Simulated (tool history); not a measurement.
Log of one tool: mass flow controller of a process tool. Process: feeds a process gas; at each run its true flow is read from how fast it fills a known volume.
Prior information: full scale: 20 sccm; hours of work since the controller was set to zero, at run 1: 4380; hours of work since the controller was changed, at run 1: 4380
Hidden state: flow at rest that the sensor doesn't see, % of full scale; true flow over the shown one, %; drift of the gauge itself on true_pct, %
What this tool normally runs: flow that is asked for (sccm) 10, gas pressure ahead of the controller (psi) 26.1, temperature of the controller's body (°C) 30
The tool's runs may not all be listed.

| run | hour | flow that is asked for (sccm) | gas pressure ahead of the controller (psi) | temperature of the controller's body (°C) | hours of work since the controller was set to zero | hours of work since the controller was changed | true flow (%) |
|---|---|---|---|---|---|---|---|
| 1 | 0 | 10 | 26.1 | 30 | 4380 | 4380 | 100.59 |
| 2 | 245.4 | 10 | 26.1 | 30 | 4522 | 4522 | 100.58 |
| 3 | 489 | 10 | 26.1 | 30 | 4663 | 4663 | 100.83 |
| 4 | 689.7 | 10 | 26.1 | 30 | 4779 | 4779 | 100.66 |
| 5 | 844 | 10 | 26.1 | 30 | 4868 | 4868 | 100.75 |
| 6 | 1046.7 | 10 | 26.1 | 27 | 4986 | 4986 | 100.4 |
| 7 | 1313.8 | 10 | 26.1 | 27 | 5140 | 5140 | 100.42 |
| 8 | 1560.4 | 10 | 26.1 | 27 | 5283 | 5283 | 100.52 |
| 9 | 1742.9 | 10 | 26.1 | 27 | 5388 | 5388 | 100.47 |
| 10 | 1894.7 | 10 | 26 | 30 | 5476 | 5476 | 100.86 |
| 11 | 2122.8 | 6 | 26 | 30 | 5608 | 5608 | 100.77 |
| 12 | 2379.1 | 6 | 26 | 30 | 5756 | 5756 | 100.83 |
| 13 | 2605.8 | 10 | 37.3 | 24 | 5888 | 5888 | 100.99 |
| 14 | 2799 | 15 | 37.3 | 24 | 5999 | 5999 | 101.35 |
|  | 2819.9 | controller's zero set anew |
| 15 | 3011.7 | 15 | 37.3 | 24 | 111 | 6122 | 101.72 |
| 16 | 3212.6 | 3 | 28.9 | 24 | 227 | 6238 | 103.52 |
| 17 | 3362.2 | 20 | 28.9 | 24 | 314 | 6325 | 101.88 |
| 18 | 3534.8 | 14 | 29.7 | 36 | 414 | 6425 | 102.71 |
|  | 3662.8 | controller's zero set anew, once more |
| 19 | 3781.3 | 8 | 39.7 | 30 | 69 | 6567 | 100.95 |
| 20 | 3981.3 | 8 | 39.7 | 30 | 184 | 6683 | 100.86 |
| 21 | 4150.2 | 7 | 29.3 | 21 | 282 | 6781 | 99.5 |
| 22 | 4366.1 | 5 | 28.4 | 30 | 407 | 6905 | 100.38 |
| 23 | 4611 | 7 | 26.1 | 30 | 549 | 7047 | 100.32 |

Consider 3 possible next runs. They are alternatives, not a sequence: every one starts from the tool as it was left by run 23. What does each give?
| A | 4854.7 | 4 | 31.2 | 33 | 690 | 7188 | ? |
| B | 4854.7 | 2 | 31.3 | 21 | 690 | 7188 | ? |
| C | 4854.7 | 3 | 26.1 | 30 | 690 | 7188 | ? |

| run | true flow (%) |
|---|---|
| A | 100.83 |
| B | 99.99 |
| C | 100.34 |
Stripped of hidden state, with their random variation kept, the same runs would have yielded:
| run | true flow (%) |
|---|---|
| A | 98.84 |
| B | 97.36 |
| C | 98.13 |

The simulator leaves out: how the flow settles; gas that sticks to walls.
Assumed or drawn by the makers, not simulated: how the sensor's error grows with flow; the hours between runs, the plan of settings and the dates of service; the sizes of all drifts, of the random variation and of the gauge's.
